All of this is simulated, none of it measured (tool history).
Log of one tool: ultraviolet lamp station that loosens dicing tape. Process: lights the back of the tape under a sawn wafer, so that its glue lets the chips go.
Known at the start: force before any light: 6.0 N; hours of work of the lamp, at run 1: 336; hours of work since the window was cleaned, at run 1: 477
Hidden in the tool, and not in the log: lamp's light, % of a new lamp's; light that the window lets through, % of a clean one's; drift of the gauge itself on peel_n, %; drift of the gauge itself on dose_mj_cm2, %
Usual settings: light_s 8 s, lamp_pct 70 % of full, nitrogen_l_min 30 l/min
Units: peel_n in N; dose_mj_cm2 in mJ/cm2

run,hour,light_s,lamp_pct,nitrogen_l_min,hours of work of the lamp,hours of work since the window was cleaned,peel_n,dose_mj_cm2
1,0,8,70,30,336,477,0.863,437
2,15.2,8,70,30,345,486,0.858,428
3,25.4,8,70,30,352,493,0.856,422
4,38.2,8,70,30,359,500,0.87,421
5,50.5,8,70,30,367,508,0.857,422
6,62,8,70,30,374,515,0.864,426
7,71.8,8,96,30,380,521,0.489,580
8,85.9,8,70,30,388,529,0.876,424
9,97.9,8,90,17,396,537,0.838,540
10,109.5,8,90,17,403,544,0.862,540
11,119,6,90,32,409,549,0.921,407
12,127.7,8,72,14,414,555,1.373,428
13,134.3,7,70,30,418,559,1.15,359
# hour 137.9: window cleaned of glue's vapour
14,149.5,12,66,42,427,7,0.261,691
15,164.4,12,66,42,436,16,0.268,675
16,176,6,96,13,443,23,1.161,497

4 ways to go on from here, each from the tool as it stands after run 16. What would each give?
A,191.6,8,71,21,452,33,?,?
B,191.6,5,64,56,452,33,?,?
C,191.6,6,91,13,452,33,?,?
D,191.6,10,83,23,452,33,?,?

run,peel_n,dose_mj_cm2
A,0.817,494
B,1.254,274
C,1.31,466
D,0.382,705
Without the tool's hidden state the same runs would have given:
run,peel_n,dose_mj_cm2
A,0.719,530
B,1.127,294
C,1.178,500
D,0.329,757
